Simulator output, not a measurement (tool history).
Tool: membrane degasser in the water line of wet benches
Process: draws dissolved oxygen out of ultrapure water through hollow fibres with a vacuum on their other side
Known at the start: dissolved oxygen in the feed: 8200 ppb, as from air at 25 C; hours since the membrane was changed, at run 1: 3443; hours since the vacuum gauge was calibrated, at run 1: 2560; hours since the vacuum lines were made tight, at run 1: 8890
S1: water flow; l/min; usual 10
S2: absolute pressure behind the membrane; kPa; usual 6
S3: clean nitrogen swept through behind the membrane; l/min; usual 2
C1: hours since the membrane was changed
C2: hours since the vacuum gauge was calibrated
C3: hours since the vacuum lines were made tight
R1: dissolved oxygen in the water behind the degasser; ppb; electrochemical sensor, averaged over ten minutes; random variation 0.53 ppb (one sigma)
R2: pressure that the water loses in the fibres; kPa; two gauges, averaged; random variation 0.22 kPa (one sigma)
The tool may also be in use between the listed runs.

run	day	S1	S2	S3	C1	C2	C3	R1	R2
1	0	10	6	2	3443	2560	8890	42.9	51.7
2	3.15	10	6	2	3518	2636	8966	44.4	52.11
3	5.617	10	6	2	3577	2695	9025	43.3	51.23
4	8.992	10	6	2	3658	2776	9106	43.3	51.6
5	11.3	10	6	2	3714	2832	9161	44.1	51.45
6	15.517	10	6	2	3815	2933	9262	43.4	51.42
7	17.542	10	6	2	3864	2981	9311	44.3	51.78
8	19.942	10	6	2	3921	3039	9369	44	51.82
# day 22.379: vacuum gauge calibrated
9	23.238	10	6	2.49	4000	21	9447	37.5	51.62
# day 25.621: seals of the vacuum lines changed
10	26.888	10	6	5.08	4085	106	30	23.1	51.83
11	28.958	10	6	5.08	4135	156	80	23.4	52.1
12	32.054	10	6	2	4209	230	154	43.4	51.6
13	36.6	10	6	5.48	4318	339	263	21.9	51.62
14	39.121	10	4.69	2	4379	400	324	28.4	51.96
15	42.271	10	4.69	2	4455	475	400	27.4	51.49
16	45.425	10	14.99	2	4530	551	475	151	52.1
17	49.329	10	14.99	5.61	4624	645	569	61.5	51.33
18	52.738	13	7.31	3.29	4706	727	651	56.4	67.04
19	55.379	13	3.97	1.84	4769	790	714	28.1	66.8
20	57.471	13	3.97	1.84	4819	840	764	30.1	67
21	59.592	10	4.12	2	4870	891	815	20.8	51.34
22	61.967	14	4.3	2	4927	948	872	37.4	72
23	65.717	10	11.04	2.48	5017	1038	962	85.8	51.92
24	70.275	10	6.72	1.7	5127	1148	1072	60.3	51.43
25	72.788	10	6.72	1.7	5187	1208	1132	59.7	51.02
26	75.625	10	6.72	1.7	5255	1276	1200	59	51.74
27	78.221	9	5.97	2.66	5317	1338	1262	31.2	46.69
28	80.254	10	4.26	2.2	5366	1387	1311	22.1	51.65
29	83.646	10	9.59	0.99	5448	1468	1393	161.9	51.79
30	85.892	11	6	0.97	5501	1522	1446	86.1	57.13
31	88.425	11	6	0.97	5562	1583	1507	85.2	56.85
32	92.342	7	9.85	1.34	5656	1677	1601	88.8	36.1

3 ways to go on from here, each from the tool as it stands after run 32. What would each give?
A	95.429	10	6	2.76	5730	1751	1675	?	?
B	95.429	14	5.75	3.27	5730	1751	1675	?	?
C	95.429	11	11.72	3.73	5730	1751	1675	?	?

run	R1	R2
A	35	51.9
B	44.7	72.63
C	74.6	56.85
Without the tool's hidden state the same runs would have given:
run	R1	R2
A	34.9	51.86
B	44.6	72.57
C	74.5	56.8
